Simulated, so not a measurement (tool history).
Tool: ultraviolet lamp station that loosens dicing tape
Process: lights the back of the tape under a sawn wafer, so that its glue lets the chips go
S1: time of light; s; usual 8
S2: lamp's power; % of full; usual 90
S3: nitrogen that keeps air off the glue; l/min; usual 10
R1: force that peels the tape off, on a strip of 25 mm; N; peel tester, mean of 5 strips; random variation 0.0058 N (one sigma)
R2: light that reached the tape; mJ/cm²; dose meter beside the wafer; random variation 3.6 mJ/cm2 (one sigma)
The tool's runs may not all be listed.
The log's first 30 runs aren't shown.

run,hour,S1,S2,S3,R1,R2
31,2220.9,10,90,10,0.157,552
32,2286.5,10,90,10,0.169,537
33,2359.1,6,67,8,0.716,235
# hour 2382.7: lamp changed
34,2460.6,6,90,10,0.237,407
35,2508.0,6,80,18,0.216,361
36,2570.7,10,90,4,0.218,670
37,2612.2,10,84,4,0.242,611
38,2672.0,10,84,4,0.240,600
39,2750.5,10,62,19,0.163,430
# hour 2815.5: window cleaned of glue's vapour
40,2817.9,10,62,19,0.140,498
41,2904.8,10,62,19,0.140,487
42,2993.9,10,62,19,0.157,479
43,3058.0,5,94,19,0.215,361
44,3106.8,5,94,19,0.213,353

3 ways to go on from here, each from the tool as it stands after run 44. What would each give?
A,3183.8,7,94,10,?,?
B,3183.8,12,64,10,?,?
C,3183.8,12,89,19,?,?

run,R1,R2
A,0.200,478
B,0.160,563
C,0.122,775
Without the tool's hidden state the same runs would have given:
run,R1,R2
A,0.170,552
B,0.142,649
C,0.121,894
